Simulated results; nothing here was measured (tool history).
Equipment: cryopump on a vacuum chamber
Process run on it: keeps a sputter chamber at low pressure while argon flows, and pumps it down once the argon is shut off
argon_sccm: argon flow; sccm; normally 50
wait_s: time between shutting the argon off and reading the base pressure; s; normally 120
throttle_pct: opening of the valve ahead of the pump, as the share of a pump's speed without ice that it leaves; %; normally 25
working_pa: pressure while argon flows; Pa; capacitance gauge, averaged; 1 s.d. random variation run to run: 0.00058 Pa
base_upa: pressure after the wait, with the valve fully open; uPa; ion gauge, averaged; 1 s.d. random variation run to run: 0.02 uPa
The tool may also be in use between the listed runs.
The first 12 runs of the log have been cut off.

{"run": 13, "hour": 196.9, "argon_sccm": 85, "wait_s": 120, "throttle_pct": 25, "working_pa": 0.4155, "base_upa": 0.97}
{"run": 14, "hour": 214.0, "argon_sccm": 50, "wait_s": 204, "throttle_pct": 25, "working_pa": 0.2441, "base_upa": 0.78}
{"run": 15, "hour": 241.5, "argon_sccm": 50, "wait_s": 204, "throttle_pct": 25, "working_pa": 0.2446, "base_upa": 0.77}
{"run": 16, "hour": 259.5, "argon_sccm": 50, "wait_s": 120, "throttle_pct": 48, "working_pa": 0.1307, "base_upa": 0.93}
{"run": 17, "hour": 282.1, "argon_sccm": 50, "wait_s": 120, "throttle_pct": 48, "working_pa": 0.1308, "base_upa": 0.98}
{"run": 18, "hour": 309.0, "argon_sccm": 23, "wait_s": 42, "throttle_pct": 18, "working_pa": 0.1555, "base_upa": 1.86}
{"run": 19, "hour": 332.4, "argon_sccm": 23, "wait_s": 42, "throttle_pct": 18, "working_pa": 0.1561, "base_upa": 1.83}
{"run": 20, "hour": 357.8, "argon_sccm": 23, "wait_s": 42, "throttle_pct": 18, "working_pa": 0.155, "base_upa": 1.85}
{"run": 21, "hour": 371.9, "argon_sccm": 24, "wait_s": 36, "throttle_pct": 25, "working_pa": 0.1188, "base_upa": 2.11}
{"run": 22, "hour": 398.7, "argon_sccm": 24, "wait_s": 70, "throttle_pct": 46, "working_pa": 0.066, "base_upa": 1.33}
{"run": 23, "hour": 411.4, "argon_sccm": 50, "wait_s": 45, "throttle_pct": 23, "working_pa": 0.2667, "base_upa": 1.76}
{"run": 24, "hour": 427.4, "argon_sccm": 51, "wait_s": 27, "throttle_pct": 25, "working_pa": 0.2518, "base_upa": 2.65}
{"run": 25, "hour": 454.9, "argon_sccm": 51, "wait_s": 27, "throttle_pct": 25, "working_pa": 0.2529, "base_upa": 2.67}
{"hour": 474.0, "done": "pump warmed up, emptied and cooled again"}
{"run": 26, "hour": 480.7, "argon_sccm": 51, "wait_s": 27, "throttle_pct": 25, "working_pa": 0.2445, "base_upa": 2.5}
{"run": 27, "hour": 493.3, "argon_sccm": 51, "wait_s": 155, "throttle_pct": 25, "working_pa": 0.244, "base_upa": 0.85}
{"run": 28, "hour": 508.4, "argon_sccm": 62, "wait_s": 65, "throttle_pct": 47, "working_pa": 0.1585, "base_upa": 1.37}
{"run": 29, "hour": 534.5, "argon_sccm": 46, "wait_s": 45, "throttle_pct": 17, "working_pa": 0.3231, "base_upa": 1.74}
{"run": 30, "hour": 557.4, "argon_sccm": 46, "wait_s": 45, "throttle_pct": 17, "working_pa": 0.3236, "base_upa": 1.75}
{"run": 31, "hour": 572.6, "argon_sccm": 46, "wait_s": 45, "throttle_pct": 35, "working_pa": 0.1581, "base_upa": 1.72}
{"run": 32, "hour": 593.8, "argon_sccm": 41, "wait_s": 120, "throttle_pct": 21, "working_pa": 0.2347, "base_upa": 0.96}
{"run": 33, "hour": 611.5, "argon_sccm": 41, "wait_s": 120, "throttle_pct": 21, "working_pa": 0.2335, "base_upa": 0.99}

Predict each of these 3 candidate next runs independently; none follows another, all start after run 33:
{"run": "A", "hour": 626.7, "argon_sccm": 77, "wait_s": 54, "throttle_pct": 21, "working_pa": "?", "base_upa": "?"}
{"run": "B", "hour": 626.7, "argon_sccm": 54, "wait_s": 120, "throttle_pct": 46, "working_pa": "?", "base_upa": "?"}
{"run": "C", "hour": 626.7, "argon_sccm": 41, "wait_s": 184, "throttle_pct": 16, "working_pa": "?", "base_upa": "?"}

run=A working_pa=0.4393 base_upa=1.54
run=B working_pa=0.1419 base_upa=0.97
run=C working_pa=0.3079 base_upa=0.81
Without the tool's hidden state the same runs would have given:
run=A working_pa=0.4360 base_upa=1.25
run=B working_pa=0.1395 base_upa=0.67
run=C working_pa=0.3061 base_upa=0.52

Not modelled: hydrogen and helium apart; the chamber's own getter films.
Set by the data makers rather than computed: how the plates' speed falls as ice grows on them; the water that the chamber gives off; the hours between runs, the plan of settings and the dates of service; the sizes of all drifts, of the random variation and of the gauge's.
